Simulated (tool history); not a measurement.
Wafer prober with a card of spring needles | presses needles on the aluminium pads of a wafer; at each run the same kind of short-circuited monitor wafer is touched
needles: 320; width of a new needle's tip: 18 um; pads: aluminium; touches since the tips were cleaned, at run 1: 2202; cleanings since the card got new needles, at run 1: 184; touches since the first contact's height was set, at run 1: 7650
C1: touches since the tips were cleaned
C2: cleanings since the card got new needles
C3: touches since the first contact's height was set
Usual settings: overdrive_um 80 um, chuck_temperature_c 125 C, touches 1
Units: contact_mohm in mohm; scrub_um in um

run 1 hour=0 | overdrive_um=80 chuck_temperature_c=125 touches=1 | C1=2202 C2=184 C3=7650 | contact_mohm=161 scrub_um=10.84
-- hour=7.2 tips cleaned on abrasive film
-- hour=19 tips cleaned on abrasive film
run 2 hour=26.1 | overdrive_um=80 chuck_temperature_c=115 touches=1 | C1=4070 C2=186 C3=22615 | contact_mohm=159 scrub_um=10.84
-- hour=30.7 tips cleaned on abrasive film
-- hour=40.3 tips cleaned on abrasive film
-- hour=49.8 tips cleaned on abrasive film
-- hour=61.6 tips cleaned on abrasive film
run 3 hour=61.9 | overdrive_um=80 chuck_temperature_c=125 touches=1 | C1=148 C2=190 C3=43112 | contact_mohm=162 scrub_um=10.85
-- hour=71.4 tips cleaned on abrasive film
-- hour=80.9 tips cleaned on abrasive film
-- hour=92.7 tips cleaned on abrasive film
run 4 hour=99.2 | overdrive_um=80 chuck_temperature_c=125 touches=1 | C1=3736 C2=193 C3=64507 | contact_mohm=161 scrub_um=10.86
-- hour=104 tips cleaned on abrasive film
-- hour=113.5 tips cleaned on abrasive film
-- hour=125.4 tips cleaned on abrasive film
run 5 hour=127.5 | overdrive_um=77 chuck_temperature_c=125 touches=1 | C1=1218 C2=196 C3=80706 | contact_mohm=163 scrub_um=10.45
-- hour=137 tips cleaned on abrasive film
-- hour=146.5 tips cleaned on abrasive film
run 6 hour=150 | overdrive_um=77 chuck_temperature_c=125 touches=1 | C1=2018 C2=198 C3=93620 | contact_mohm=163 scrub_um=10.41
-- hour=155 height of the first contact set anew
-- hour=157.5 tips cleaned on abrasive film
-- hour=167 tips cleaned on abrasive film
-- hour=178.7 tips cleaned on abrasive film
run 7 hour=183 | overdrive_um=80 chuck_temperature_c=125 touches=1 | C1=2529 C2=201 C3=16040 | contact_mohm=160 scrub_um=10.84
-- hour=190.2 tips cleaned on abrasive film
-- hour=202.1 tips cleaned on abrasive film
-- hour=213.9 tips cleaned on abrasive film
-- hour=223.5 tips cleaned on abrasive film
run 8 hour=227.8 | overdrive_um=80 chuck_temperature_c=125 touches=1 | C1=2516 C2=205 C3=41708 | contact_mohm=159 scrub_um=10.85
-- hour=235 tips cleaned on abrasive film
-- hour=246.7 tips cleaned on abrasive film
-- hour=256.2 tips cleaned on abrasive film
-- hour=268.1 tips cleaned on abrasive film
run 9 hour=273.9 | overdrive_um=80 chuck_temperature_c=125 touches=1 | C1=3379 C2=209 C3=68133 | contact_mohm=159 scrub_um=10.87
-- hour=278.7 tips cleaned on abrasive film
-- hour=288.2 tips cleaned on abrasive film
-- hour=300.1 tips cleaned on abrasive film
-- hour=312 tips cleaned on abrasive film
-- hour=321.5 tips cleaned on abrasive film
-- hour=323.9 height of the first contact set anew
run 10 hour=323.9 | overdrive_um=80 chuck_temperature_c=125 touches=2 | C1=1246 C2=214 C3=0 | contact_mohm=160 scrub_um=10.85
-- hour=333.2 tips cleaned on abrasive film
-- hour=342.7 tips cleaned on abrasive film
-- hour=352.2 tips cleaned on abrasive film
-- hour=361.7 tips cleaned on abrasive film
run 11 hour=365.7 | overdrive_um=80 chuck_temperature_c=125 touches=2 | C1=2298 C2=218 C3=23924 | contact_mohm=159 scrub_um=10.84
-- hour=372.9 tips cleaned on abrasive film
-- hour=382.4 tips cleaned on abrasive film
-- hour=394.2 tips cleaned on abrasive film
-- hour=403.8 tips cleaned on abrasive film
-- hour=415.6 tips cleaned on abrasive film
run 12 hour=416.8 | overdrive_um=80 chuck_temperature_c=125 touches=1 | C1=676 C2=223 C3=53199 | contact_mohm=161 scrub_um=10.85
-- hour=426.2 tips cleaned on abrasive film
-- hour=435.7 tips cleaned on abrasive film
run 13 hour=440.8 | overdrive_um=80 chuck_temperature_c=125 touches=1 | C1=2929 C2=225 C3=66953 | contact_mohm=162 scrub_um=10.84
-- hour=445.6 tips cleaned on abrasive film
-- hour=457.3 tips cleaned on abrasive film
-- hour=469 tips cleaned on abrasive film
-- hour=480.9 tips cleaned on abrasive film
-- hour=492.7 tips cleaned on abrasive film
-- hour=493 height of the first contact set anew
run 14 hour=493.6 | overdrive_um=80 chuck_temperature_c=125 touches=1 | C1=351 C2=230 C3=351 | contact_mohm=158 scrub_um=10.85
-- hour=503.1 tips cleaned on abrasive film
-- hour=512.6 tips cleaned on abrasive film
-- hour=524.3 tips cleaned on abrasive film
-- hour=534.5 tips cleaned on abrasive film
run 15 hour=534.5 | overdrive_um=80 chuck_temperature_c=125 touches=1 | C1=0 C2=234 C3=23785 | contact_mohm=159 scrub_um=10.87

Run 16 comes next. What will it give?
-- hour=544 tips cleaned on abrasive film
-- hour=555.9 tips cleaned on abrasive film
-- hour=567.6 tips cleaned on abrasive film
-- hour=577.1 tips cleaned on abrasive film
run 16 hour=577.3 | overdrive_um=80 chuck_temperature_c=125 touches=1 | C1=146 C2=238 C3=48343 | contact_mohm=? scrub_um=?

{"run 16": {"contact_mohm": 160, "scrub_um": 10.84}}
Without the tool's hidden state the same run would have given contact_mohm 159 mohm, scrub_um 10.84 um.
